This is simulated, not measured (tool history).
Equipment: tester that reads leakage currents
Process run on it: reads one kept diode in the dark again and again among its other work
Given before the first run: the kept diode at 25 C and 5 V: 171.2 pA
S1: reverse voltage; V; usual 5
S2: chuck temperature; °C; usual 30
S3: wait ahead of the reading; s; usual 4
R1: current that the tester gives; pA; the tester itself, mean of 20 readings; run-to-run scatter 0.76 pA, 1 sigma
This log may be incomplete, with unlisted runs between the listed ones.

run 1 day=0 | S1=5 S2=30 S3=4 | R1=268.66
run 2 day=2.496 | S1=5 S2=30 S3=4 | R1=271.27
run 3 day=4.567 | S1=5 S2=30 S3=4 | R1=269.77
run 4 day=7.067 | S1=5 S2=30 S3=4 | R1=270.03
run 5 day=8.842 | S1=1.41 S2=30 S3=4 | R1=151.23
run 6 day=11.1 | S1=1.41 S2=30 S3=4 | R1=152.61
run 7 day=13.121 | S1=5 S2=30 S3=4 | R1=273.07
run 8 day=14.546 | S1=5.22 S2=30 S3=4 | R1=278.59
run 9 day=17 | S1=5.22 S2=30 S3=4 | R1=280.32
run 10 day=18.521 | S1=5.22 S2=30 S3=7.05 | R1=280.49
run 11 day=20.562 | S1=1.5 S2=30 S3=7.05 | R1=157.8
run 12 day=22.946 | S1=1.5 S2=30 S3=7.05 | R1=158.64
run 13 day=25.133 | S1=1.13 S2=54 S3=0.36 | R1=767.52
run 14 day=26.971 | S1=1.13 S2=54 S3=0.36 | R1=767.08
run 15 day=28.608 | S1=1.13 S2=54 S3=0.36 | R1=763.6
run 16 day=30.642 | S1=1.13 S2=54 S3=0.36 | R1=768.27
run 17 day=32.954 | S1=1.13 S2=54 S3=0.36 | R1=771.38
run 18 day=34.8 | S1=1.13 S2=54 S3=0.36 | R1=776.69
run 19 day=36.25 | S1=3.42 S2=27 S3=0.57 | R1=189.41
run 20 day=38.196 | S1=1.53 S2=27 S3=0.57 | R1=129.65
run 21 day=39.571 | S1=5 S2=26 S3=5.12 | R1=210.06
run 22 day=41.929 | S1=1.35 S2=52 S3=1.77 | R1=742.78
run 23 day=43.954 | S1=5 S2=57 S3=4 | R1=1875.27
run 24 day=45.742 | S1=5 S2=57 S3=4 | R1=1886.87

4 options for the next run, each taken on its own from the tool as it stands now. Forecast them:
run A day=48.175 | S1=1.63 S2=57 S3=2.89 | R1=?
run B day=48.175 | S1=2.52 S2=30 S3=4 | R1=?
run C day=48.175 | S1=5.7 S2=36 S3=2.69 | R1=?
run D day=48.175 | S1=5 S2=57 S3=0.36 | R1=?

run=A R1=1130.52
run=B R1=208.11
run=C R1=474.23
run=D R1=1877.13
Stripped of hidden state, with their random variation kept, the same runs would have yielded:
run=A R1=1048.45
run=B R1=186.62
run=C R1=426.58
run=D R1=1736.76
